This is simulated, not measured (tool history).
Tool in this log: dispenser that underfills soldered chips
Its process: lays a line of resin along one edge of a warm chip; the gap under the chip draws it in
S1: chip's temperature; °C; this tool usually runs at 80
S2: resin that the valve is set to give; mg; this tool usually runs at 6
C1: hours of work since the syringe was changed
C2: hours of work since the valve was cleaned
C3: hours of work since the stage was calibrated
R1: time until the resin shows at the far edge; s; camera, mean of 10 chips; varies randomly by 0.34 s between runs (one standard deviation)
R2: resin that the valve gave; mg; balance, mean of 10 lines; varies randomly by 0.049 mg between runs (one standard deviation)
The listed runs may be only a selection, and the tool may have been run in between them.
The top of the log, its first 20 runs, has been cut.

-- hour=88.2 new syringe of resin
run 21 hour=90.3 | S1=94 S2=6.6 | C1=1 C2=94 C3=174 | R1=11.5 R2=6.28
run 22 hour=96 | S1=71 S2=6.74 | C1=5 C2=97 C3=177 | R1=26.3 R2=6.36
-- hour=99.8 new syringe of resin
run 23 hour=100.6 | S1=71 S2=6.74 | C1=1 C2=100 C3=180 | R1=21.5 R2=6.4
run 24 hour=102.9 | S1=78 S2=7.05 | C1=2 C2=102 C3=182 | R1=17.9 R2=6.76
run 25 hour=105.7 | S1=78 S2=7.05 | C1=4 C2=103 C3=183 | R1=20.2 R2=6.65
run 26 hour=109.3 | S1=90 S2=5.85 | C1=6 C2=106 C3=186 | R1=15.9 R2=5.53
-- hour=111.5 new syringe of resin
run 27 hour=115.4 | S1=80 S2=7.09 | C1=3 C2=110 C3=189 | R1=18.4 R2=6.61
run 28 hour=119.3 | S1=80 S2=6.79 | C1=5 C2=112 C3=192 | R1=20 R2=6.39
-- hour=123.2 new syringe of resin
run 29 hour=125.2 | S1=80 S2=6.79 | C1=1 C2=116 C3=196 | R1=16.8 R2=6.47
run 30 hour=130.3 | S1=69 S2=7.71 | C1=5 C2=119 C3=199 | R1=26.3 R2=7.16
-- hour=134.8 dispensing valve cleaned and set on the balance
run 31 hour=134.8 | S1=69 S2=7.71 | C1=7 C2=0 C3=201 | R1=29.5 R2=7.83
-- hour=135.8 new syringe of resin
run 32 hour=140.5 | S1=93 S2=6.32 | C1=3 C2=4 C3=205 | R1=12.6 R2=6.28
run 33 hour=145.4 | S1=75 S2=5.11 | C1=6 C2=7 C3=208 | R1=25.6 R2=5.01
-- hour=147.5 new syringe of resin
run 34 hour=148.1 | S1=68 S2=6.02 | C1=0 C2=8 C3=210 | R1=23 R2=5.88
run 35 hour=153.9 | S1=95 S2=5.69 | C1=4 C2=12 C3=213 | R1=12.6 R2=5.62
-- hour=159 new syringe of resin
run 36 hour=159.3 | S1=95 S2=5.69 | C1=0 C2=15 C3=217 | R1=10.8 R2=5.62
run 37 hour=163.2 | S1=70 S2=5.69 | C1=3 C2=18 C3=219 | R1=24.9 R2=5.66

3 ways to go on from here, each from the tool as it stands after run 37. What would each give?
run A hour=165.8 | S1=92 S2=5.69 | C1=4 C2=20 C3=221 | R1=? R2=?
run B hour=165.8 | S1=67 S2=6 | C1=4 C2=20 C3=221 | R1=? R2=?
run C hour=165.8 | S1=77 S2=6.99 | C1=4 C2=20 C3=221 | R1=? R2=?

run=A R1=14.7 R2=5.59
run=B R1=29.2 R2=5.91
run=C R1=20.7 R2=7
Without the tool's hidden state the same runs would have given:
run=A R1=12.2 R2=5.64
run=B R1=24.3 R2=5.97
run=C R1=17.1 R2=7.07
